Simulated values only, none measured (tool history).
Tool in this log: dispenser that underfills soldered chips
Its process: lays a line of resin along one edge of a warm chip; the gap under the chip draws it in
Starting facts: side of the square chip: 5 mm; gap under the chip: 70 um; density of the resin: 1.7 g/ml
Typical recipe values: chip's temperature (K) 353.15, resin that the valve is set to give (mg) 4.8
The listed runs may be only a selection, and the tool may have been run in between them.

run	day	chip's temperature (K)	resin that the valve is set to give (mg)	time until the resin shows at the far edge (s)	resin that the valve gave (mg)
1	0	353.15	4.8	11.9	4.79
2	0.329	359.15	4.8	16.4	4.77
# day 0.438: new syringe of resin
3	0.658	353.15	4.8	15.6	4.8
4	0.879	353.15	4.8	20.8	4.76
# day 0.929: new syringe of resin
5	1.279	353.15	4.8	18.6	4.73
# day 1.45: new syringe of resin
6	1.517	353.15	4.8	11.8	4.72
7	1.779	353.15	4.39	17.3	4.32
# day 1.946: new syringe of resin
# day 2.354: dispensing valve cleaned and set on the balance
8	2.354	353.15	4.39	19.2	4.4
# day 2.479: new syringe of resin
9	2.867	353.15	4.39	19	4.35
# day 2.992: new syringe of resin
10	3.333	353.15	4.8	17.7	4.79
# day 3.504: new syringe of resin
11	3.879	353.15	4.8	19.3	4.73
# day 4.012: new syringe of resin
12	4.162	353.15	4.8	13.5	4.73
# day 4.496: new syringe of resin
13	4.6	353.15	4.8	12.5	4.68
# day 4.758: dispensing valve cleaned and set on the balance
# day 5.05: new syringe of resin
14	5.1	353.15	4.8	11.6	4.78
15	5.442	353.15	4.8	19.8	4.78
# day 5.567: new syringe of resin
16	5.9	353.15	4.8	18.1	4.72
# day 6.079: new syringe of resin
17	6.238	353.15	4.8	12.7	4.71
# day 6.583: new syringe of resin
18	6.592	353.15	4.8	10.3	4.69
# day 7.092: new syringe of resin
# day 7.133: dispensing valve cleaned and set on the balance
19	7.162	353.15	4.8	11.4	4.83
# day 7.621: new syringe of resin
20	7.658	353.15	4.8	11	4.76
# day 8.121: new syringe of resin
21	8.204	347.15	4.8	13.9	4.78
22	8.562	362.15	5.51	15.7	5.44
# day 8.633: new syringe of resin
23	9	346.15	5.13	23	5.04
# day 9.133: new syringe of resin
24	9.325	341.15	4.37	21	4.32
# day 9.504: dispensing valve cleaned and set on the balance
# day 9.662: new syringe of resin
25	9.696	341.15	4.26	16.6	4.23
26	10.125	341.15	4.26	32.6	4.26
# day 10.167: new syringe of resin
27	10.417	365.15	4.52	10.5	4.47
# day 10.671: new syringe of resin
28	10.796	365.15	4.52	8.5	4.43
29	11.121	353.15	5.44	20.1	5.34
# day 11.154: new syringe of resin
30	11.508	357.15	5.95	16	5.84
# day 11.642: new syringe of resin
# day 11.862: dispensing valve cleaned and set on the balance
31	12.042	352.15	4.79	18.7	4.73
# day 12.2: new syringe of resin
32	12.279	362.15	4.79	8.9	4.74
33	12.512	362.15	4.79	12.4	4.75
# day 12.704: new syringe of resin
34	12.892	359.15	5.15	10.8	5.06

3 options for the next run, each taken on its own from the tool as it stands now. Forecast them:
# day 13.196: new syringe of resin
A	13.388	343.15	4.76	?	?
# day 13.196: new syringe of resin
B	13.388	355.15	5.32	?	?
# day 13.196: new syringe of resin
C	13.388	365.15	4.8	?	?

run	time until the resin shows at the far edge (s)	resin that the valve gave (mg)
A	19.2	4.65
B	12.8	5.23
C	9.4	4.69
Stripped of hidden state, with their random variation kept, the same runs would have yielded:
run	time until the resin shows at the far edge (s)	resin that the valve gave (mg)
A	15.2	4.72
B	10.1	5.32
C	7.4	4.77

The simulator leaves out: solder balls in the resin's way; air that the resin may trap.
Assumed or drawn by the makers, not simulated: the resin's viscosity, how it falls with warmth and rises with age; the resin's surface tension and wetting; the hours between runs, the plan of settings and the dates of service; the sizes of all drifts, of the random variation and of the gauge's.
